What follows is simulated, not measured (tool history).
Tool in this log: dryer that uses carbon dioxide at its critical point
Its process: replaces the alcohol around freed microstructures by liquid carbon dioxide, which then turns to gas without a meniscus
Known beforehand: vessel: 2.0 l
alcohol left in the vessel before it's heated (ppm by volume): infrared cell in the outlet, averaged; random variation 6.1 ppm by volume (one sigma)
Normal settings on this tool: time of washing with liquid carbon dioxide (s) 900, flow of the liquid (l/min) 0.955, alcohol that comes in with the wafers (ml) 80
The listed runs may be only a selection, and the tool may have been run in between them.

run     day  time of washing with liquid carbon dioxide (s)  flow of the liquid (l/min)  alcohol that comes in with the wafers (ml)  alcohol left in the vessel before it's heated (ppm by volume)
  1       0                                             900                       0.955                                          80                                                            338
  2   0.546                                             900                       0.955                                          80                                                            334
  3   1.392                                             900                       0.955                                          80                                                            347
  4   1.821                                             900                       0.955                                          80                                                            329
  5   2.862                                             900                       0.955                                          80                                                            339
  6     3.5                                             900                       0.955                                          80                                                            343
  7   4.029                                             900                       0.955                                          80                                                            347
  8   5.038                                             900                       0.955                                          80                                                            360
  9   5.662                                             600                       1.363                                         109                                                            535
 10   6.371                                            1260                       0.955                                          26                                                             65
 11   7.142                                             660                       1.308                                         108                                                            438
 12   8.175                                             540                       1.326                                          69                                                            618
 13   9.212                                             540                       1.326                                          69                                                            624
 14   10.15                                            1320                        0.79                                          27                                                             89
 15  10.675                                             900                       1.502                                          80                                                             65

Forecast each of these 3 alternatives for the next run:
  A  11.588                                             900                       0.935                                          80                                                              ?
  B  11.588                                            1200                       1.373                                          80                                                              ?
  C  11.588                                             840                       1.093                                          80                                                              ?

run  alcohol left in the vessel before it's heated (ppm by volume)
  A                                                            403
  B                                                             53
  C                                                            268
The same runs, with their run-to-run variation unchanged, on a tool lacking any hidden condition would have given:
run  alcohol left in the vessel before it's heated (ppm by volume)
  A                                                            268
  B                                                              4
  C                                                            162
